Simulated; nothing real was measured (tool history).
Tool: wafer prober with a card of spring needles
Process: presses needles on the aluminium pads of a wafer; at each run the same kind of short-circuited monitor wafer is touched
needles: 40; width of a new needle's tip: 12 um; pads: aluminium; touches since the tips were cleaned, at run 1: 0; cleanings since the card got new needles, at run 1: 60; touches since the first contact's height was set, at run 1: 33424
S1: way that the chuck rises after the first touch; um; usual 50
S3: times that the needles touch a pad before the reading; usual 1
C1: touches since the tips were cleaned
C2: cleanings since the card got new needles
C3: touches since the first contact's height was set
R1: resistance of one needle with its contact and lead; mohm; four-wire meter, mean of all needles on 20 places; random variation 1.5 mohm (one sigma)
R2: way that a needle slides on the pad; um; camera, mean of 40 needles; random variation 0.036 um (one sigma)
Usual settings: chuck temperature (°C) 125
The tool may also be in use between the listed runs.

Run 1, hour 0: usual settings; C1 0; C2 60; C3 33424. Result: R1 153 mohm, R2 6.89 um.
At hour 8.9: tips cleaned on abrasive film.
At hour 17.7: tips cleaned on abrasive film.
At hour 26.6: tips cleaned on abrasive film.
At hour 33.7: tips cleaned on abrasive film.
At hour 42.6: tips cleaned on abrasive film.
Run 2, hour 43.2: usual settings; C1 172; C2 65; C3 46070. Result: R1 160 mohm, R2 6.86 um.
At hour 50.3: tips cleaned on abrasive film.
At hour 59.2: tips cleaned on abrasive film.
At hour 66.3: tips cleaned on abrasive film.
At hour 75.2: tips cleaned on abrasive film.
At hour 82.3: tips cleaned on abrasive film.
At hour 91.2: tips cleaned on abrasive film.
Run 3, hour 91.8: usual settings; C1 197; C2 71; C3 60304. Result: R1 163 mohm, R2 6.74 um.
At hour 99: tips cleaned on abrasive film.
At hour 106.1: tips cleaned on abrasive film.
At hour 113.2: tips cleaned on abrasive film.
Run 4, hour 116.8: usual settings but S1 69 um; C1 1067; C2 74; C3 67611. Result: R1 166 mohm, R2 9.46 um.
At hour 120.4: tips cleaned on abrasive film.
At hour 129.2: tips cleaned on abrasive film.
At hour 138.1: tips cleaned on abrasive film.
At hour 145.2: tips cleaned on abrasive film.
Run 5, hour 151.1: usual settings; C1 1737; C2 78; C3 77652. Result: R1 198 mohm, R2 6.78 um.
At hour 153: tips cleaned on abrasive film.
At hour 161.8: tips cleaned on abrasive film.
At hour 170.7: tips cleaned on abrasive film.
At hour 177.8: tips cleaned on abrasive film.
Run 6, hour 178.1: usual settings; C1 82; C2 82; C3 85534. Result: R1 155 mohm, R2 6.72 um.
At hour 185.2: tips cleaned on abrasive film.
At hour 192.4: tips cleaned on abrasive film.
At hour 201.2: tips cleaned on abrasive film.
Run 7, hour 204.2: usual settings; C1 869; C2 85; C3 93162. Result: R1 187 mohm, R2 6.71 um.
At hour 209.5: tips cleaned on abrasive film.
At hour 218.4: tips cleaned on abrasive film.
At hour 225.5: tips cleaned on abrasive film.
At hour 234.4: tips cleaned on abrasive film.
At hour 243.3: tips cleaned on abrasive film.
At hour 252.1: tips cleaned on abrasive film.
At hour 259.3: tips cleaned on abrasive film.
Run 8, hour 261.9: usual settings but S1 36 um; C1 783; C2 92; C3 110060. Result: R1 214 mohm, R2 4.73 um.
At hour 267.3: tips cleaned on abrasive film.
At hour 276.1: tips cleaned on abrasive film.
At hour 278.2: height of the first contact set anew.
At hour 285.3: tips cleaned on abrasive film.
At hour 292.4: tips cleaned on abrasive film.
At hour 301.3: tips cleaned on abrasive film.
Run 9, hour 305.3: usual settings but S1 36 um; C1 1176; C2 97; C3 7934. Result: R1 254 mohm, R2 4.57 um.
At hour 308.9: tips cleaned on abrasive film.
At hour 317.8: tips cleaned on abrasive film.
At hour 326.6: tips cleaned on abrasive film.
At hour 333.7: tips cleaned on abrasive film.
Run 10, hour 338.7: usual settings but S1 36 um; C1 1459; C2 101; C3 17710. Result: R1 262 mohm, R2 4.5 um.
At hour 342.3: tips cleaned on abrasive film.
At hour 351.2: tips cleaned on abrasive film.
At hour 358.3: tips cleaned on abrasive film.
At hour 367.2: tips cleaned on abrasive film.
At hour 374.3: tips cleaned on abrasive film.
At hour 383.1: tips cleaned on abrasive film.
At hour 392: tips cleaned on abrasive film.
Run 11, hour 394.7: usual settings; C1 792; C2 108; C3 34097. Result: R1 185 mohm, R2 6.4 um.
At hour 400.1: tips cleaned on abrasive film.
At hour 407.2: tips cleaned on abrasive film.
At hour 416: tips cleaned on abrasive film.
At hour 424.9: tips cleaned on abrasive film.
At hour 433.8: tips cleaned on abrasive film.
At hour 442.7: tips cleaned on abrasive film.
At hour 449.8: tips cleaned on abrasive film.
At hour 454.3: height of the first contact set anew, once more.
Run 12, hour 454.3: usual settings; C1 1241; C2 115; C3 0. Result: R1 199 mohm, R2 6.98 um.
At hour 457.9: tips cleaned on abrasive film.
At hour 466.8: tips cleaned on abrasive film.
At hour 473.9: tips cleaned on abrasive film.
At hour 482.8: tips cleaned on abrasive film.
At hour 489.9: tips cleaned on abrasive film.
At hour 498.7: tips cleaned on abrasive film.
At hour 505.9: tips cleaned on abrasive film.
At hour 513: tips cleaned on abrasive film.
Run 13, hour 513.1: usual settings but chuck temperature (°C) 62; C1 27; C2 123; C3 17181. Result: R1 143 mohm, R2 6.94 um.
At hour 520.2: tips cleaned on abrasive film.
At hour 527.3: tips cleaned on abrasive film.
At hour 536.2: tips cleaned on abrasive film.
At hour 543.3: tips cleaned on abrasive film.
At hour 552.2: tips cleaned on abrasive film.
At hour 561.1: tips cleaned on abrasive film.
At hour 569.9: tips cleaned on abrasive film.
Run 14, hour 571.6: usual settings but S3 3; C1 481; C2 130; C3 34297. Result: R1 158 mohm, R2 6.86 um.
At hour 578.7: tips cleaned on abrasive film.
At hour 585.8: tips cleaned on abrasive film.
At hour 594.7: tips cleaned on abrasive film.
Run 15, hour 599.4: usual settings but S3 3; C1 1391; C2 133; C3 42446. Result: R1 163 mohm, R2 6.83 um.
At hour 603: tips cleaned on abrasive film.
At hour 611.9: tips cleaned on abrasive film.
At hour 620.7: tips cleaned on abrasive film.
At hour 629.6: tips cleaned on abrasive film.
At hour 638.5: tips cleaned on abrasive film.
Run 16, hour 642.9: usual settings but S1 45 um, chuck temperature (°C) 72; C1 1307; C2 138; C3 55190. Result: R1 212 mohm, R2 6.06 um.
At hour 646.5: tips cleaned on abrasive film.
At hour 655.4: tips cleaned on abrasive film.
At hour 662.5: tips cleaned on abrasive film.
At hour 671.4: tips cleaned on abrasive film.
At hour 680.2: tips cleaned on abrasive film.
At hour 689.1: tips cleaned on abrasive film.
Run 17, hour 692.1: usual settings; C1 872; C2 144; C3 69578. Result: R1 188 mohm, R2 6.76 um.
At hour 697.4: tips cleaned on abrasive film.
At hour 706.3: tips cleaned on abrasive film.
At hour 715.2: tips cleaned on abrasive film.
At hour 722.3: tips cleaned on abrasive film.
At hour 731.2: tips cleaned on abrasive film.
At hour 738.3: tips cleaned on abrasive film.
At hour 747.2: tips cleaned on abrasive film.
Run 18, hour 748.2: usual settings; C1 321; C2 151; C3 86013. Result: R1 171 mohm, R2 6.73 um.
At hour 755.4: tips cleaned on abrasive film.
At hour 764.2: tips cleaned on abrasive film.
At hour 773.1: tips cleaned on abrasive film.
At hour 782: tips cleaned on abrasive film.
At hour 790.8: tips cleaned on abrasive film.
Run 19, hour 794.4: usual settings; C1 1045; C2 156; C3 99533. Result: R1 205 mohm, R2 6.66 um.
At hour 798.2: tips cleaned on abrasive film.
At hour 807.1: tips cleaned on abrasive film.
At hour 816: tips cleaned on abrasive film.
Run 20, hour 821.3: usual settings but S1 33 um, chuck temperature (°C) 31, S3 2; C1 1582; C2 159; C3 107420. Result: R1 230 mohm, R2 4.24 um.
At hour 823.1: tips cleaned on abrasive film.
At hour 830.3: tips cleaned on abrasive film.
At hour 839.1: tips cleaned on abrasive film.
At hour 846.4: height of the first contact set anew.
At hour 848.3: tips cleaned on abrasive film.
At hour 857.2: tips cleaned on abrasive film.
Run 21, hour 858.8: usual settings but S1 55 um, chuck temperature (°C) 69, S3 2; C1 485; C2 164; C3 3604. Result: R1 153 mohm, R2 7.6 um.
At hour 865.9: tips cleaned on abrasive film.
At hour 874.8: tips cleaned on abrasive film.
At hour 883.7: tips cleaned on abrasive film.
Run 22, hour 888.8: usual settings but S1 55 um, chuck temperature (°C) 46, S3 2; C1 1533; C2 167; C3 12414. Result: R1 175 mohm, R2 7.61 um.
At hour 892.5: tips cleaned on abrasive film.
At hour 901.3: tips cleaned on abrasive film.
At hour 910.2: tips cleaned on abrasive film.
At hour 919.1: tips cleaned on abrasive film.
At hour 928: tips cleaned on abrasive film.
Run 23, hour 931.2: usual settings but S1 55 um, chuck temperature (°C) 39; C1 950; C2 172; C3 24799. Result: R1 172 mohm, R2 7.59 um.
At hour 936.5: tips cleaned on abrasive film.
At hour 943.6: tips cleaned on abrasive film.
At hour 950.8: tips cleaned on abrasive film.
At hour 959.6: tips cleaned on abrasive film.
Run 24, hour 961.9: usual settings but S1 42 um; C1 671; C2 176; C3 33786. Result: R1 196 mohm, R2 5.75 um.
At hour 967.3: tips cleaned on abrasive film.
At hour 976.1: tips cleaned on abrasive film.
At hour 983.2: tips cleaned on abrasive film.
Run 25, hour 988.7: usual settings but S3 2; C1 1628; C2 179; C3 41650. Result: R1 183 mohm, R2 6.83 um.

Forecast each of these 3 alternatives for the next run:
At hour 990.6: tips cleaned on abrasive film.
At hour 999.5: tips cleaned on abrasive film.
At hour 1008.4: tips cleaned on abrasive film.
At hour 1015.5: tips cleaned on abrasive film.
At hour 1024.3: tips cleaned on abrasive film.
At hour 1033.2: tips cleaned on abrasive film.
Run A, hour 1037.6: usual settings but S1 70 um, S3 2; C1 1292; C2 185; C3 55939. Result: R1 ?, R2 ?.
At hour 990.6: tips cleaned on abrasive film.
At hour 999.5: tips cleaned on abrasive film.
At hour 1008.4: tips cleaned on abrasive film.
At hour 1015.5: tips cleaned on abrasive film.
At hour 1024.3: tips cleaned on abrasive film.
At hour 1033.2: tips cleaned on abrasive film.
Run B, hour 1037.6: usual settings but S1 69 um, chuck temperature (°C) 119; C1 1292; C2 185; C3 55939. Result: R1 ?, R2 ?.
At hour 990.6: tips cleaned on abrasive film.
At hour 999.5: tips cleaned on abrasive film.
At hour 1008.4: tips cleaned on abrasive film.
At hour 1015.5: tips cleaned on abrasive film.
At hour 1024.3: tips cleaned on abrasive film.
At hour 1033.2: tips cleaned on abrasive film.
Run C, hour 1037.6: usual settings but S1 39 um, chuck temperature (°C) 119, S3 2; C1 1292; C2 185; C3 55939. Result: R1 ?, R2 ?.

run   R1    R2
  A  163   9.6
  B  178  9.44
  C  206  5.23
Without the tool's hidden state the same runs would have given:
run   R1    R2
  A  142  9.76
  B  142  9.59
  C  147  5.38
